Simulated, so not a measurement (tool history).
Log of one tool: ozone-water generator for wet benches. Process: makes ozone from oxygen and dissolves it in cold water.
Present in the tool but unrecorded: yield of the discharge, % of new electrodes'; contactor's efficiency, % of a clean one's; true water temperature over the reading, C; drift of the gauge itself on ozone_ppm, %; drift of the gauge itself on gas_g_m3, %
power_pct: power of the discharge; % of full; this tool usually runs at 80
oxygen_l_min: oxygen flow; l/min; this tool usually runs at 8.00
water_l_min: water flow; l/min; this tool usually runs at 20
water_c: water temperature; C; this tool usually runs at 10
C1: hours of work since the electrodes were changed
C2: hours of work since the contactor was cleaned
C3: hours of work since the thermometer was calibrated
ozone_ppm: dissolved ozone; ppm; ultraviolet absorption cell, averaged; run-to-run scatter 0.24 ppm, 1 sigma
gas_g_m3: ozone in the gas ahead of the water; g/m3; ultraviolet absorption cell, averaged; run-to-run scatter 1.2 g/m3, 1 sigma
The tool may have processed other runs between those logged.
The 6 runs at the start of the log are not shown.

run 7 day=41.862 | power_pct=78 oxygen_l_min=8.00 water_l_min=25 water_c=10 | C1=8725 C2=2937 C3=3113 | ozone_ppm=29.7 gas_g_m3=205.9
run 8 day=50.717 | power_pct=80 oxygen_l_min=8.00 water_l_min=20 water_c=7 | C1=8929 C2=3141 C3=3318 | ozone_ppm=38.0 gas_g_m3=210.8
run 9 day=57.075 | power_pct=80 oxygen_l_min=8.00 water_l_min=20 water_c=7 | C1=9076 C2=3288 C3=3465 | ozone_ppm=37.8 gas_g_m3=213.1
run 10 day=61.633 | power_pct=80 oxygen_l_min=8.00 water_l_min=16 water_c=10 | C1=9182 C2=3394 C3=3570 | ozone_ppm=42.2 gas_g_m3=211.4
run 11 day=65.917 | power_pct=80 oxygen_l_min=8.00 water_l_min=16 water_c=10 | C1=9281 C2=3493 C3=3669 | ozone_ppm=41.9 gas_g_m3=212.5
run 12 day=73.308 | power_pct=80 oxygen_l_min=8.00 water_l_min=16 water_c=16 | C1=9451 C2=3664 C3=3840 | ozone_ppm=38.1 gas_g_m3=210.8
run 13 day=82.271 | power_pct=80 oxygen_l_min=8.00 water_l_min=20 water_c=10 | C1=9658 C2=3871 C3=4047 | ozone_ppm=36.6 gas_g_m3=210.9
run 14 day=88.654 | power_pct=80 oxygen_l_min=8.00 water_l_min=20 water_c=10 | C1=9806 C2=4018 C3=4194 | ozone_ppm=36.2 gas_g_m3=212.8
run 15 day=93.321 | power_pct=80 oxygen_l_min=8.00 water_l_min=20 water_c=10 | C1=9914 C2=4126 C3=4302 | ozone_ppm=35.9 gas_g_m3=211.8
run 16 day=98.008 | power_pct=80 oxygen_l_min=8.00 water_l_min=20 water_c=10 | C1=10022 C2=4234 C3=4411 | ozone_ppm=36.2 gas_g_m3=215.1
run 17 day=106.796 | power_pct=77 oxygen_l_min=5.61 water_l_min=13 water_c=10 | C1=10225 C2=4437 C3=4614 | ozone_ppm=46.3 gas_g_m3=242.1
run 18 day=115.192 | power_pct=83 oxygen_l_min=5.61 water_l_min=32 water_c=10 | C1=10419 C2=4631 C3=4808 | ozone_ppm=23.0 gas_g_m3=254.5
run 19 day=124.125 | power_pct=40 oxygen_l_min=8.00 water_l_min=17 water_c=9 | C1=10626 C2=4838 C3=5014 | ozone_ppm=24.5 gas_g_m3=126.0
run 20 day=132.442 | power_pct=78 oxygen_l_min=8.00 water_l_min=15 water_c=10 | C1=10818 C2=5030 C3=5206 | ozone_ppm=43.5 gas_g_m3=209.1
run 21 day=136.358 | power_pct=78 oxygen_l_min=8.00 water_l_min=15 water_c=10 | C1=10908 C2=5120 C3=5297 | ozone_ppm=43.0 gas_g_m3=208.3
run 22 day=139.988 | power_pct=80 oxygen_l_min=8.00 water_l_min=25 water_c=13 | C1=10992 C2=5204 C3=5380 | ozone_ppm=29.1 gas_g_m3=211.0

Run 23, settings as shown, results not yet in. Your forecast:
run 23 day=144.658 | power_pct=80 oxygen_l_min=8.00 water_l_min=25 water_c=13 | C1=11100 C2=5312 C3=5488 | ozone_ppm=? gas_g_m3=?

ozone_ppm: 28.9 ppm
gas_g_m3: 211.2 g/m3
On a tool with no hidden condition, and with the same random variation, this run would have come out at ozone_ppm 29.1 ppm, gas_g_m3 212.2 g/m3.
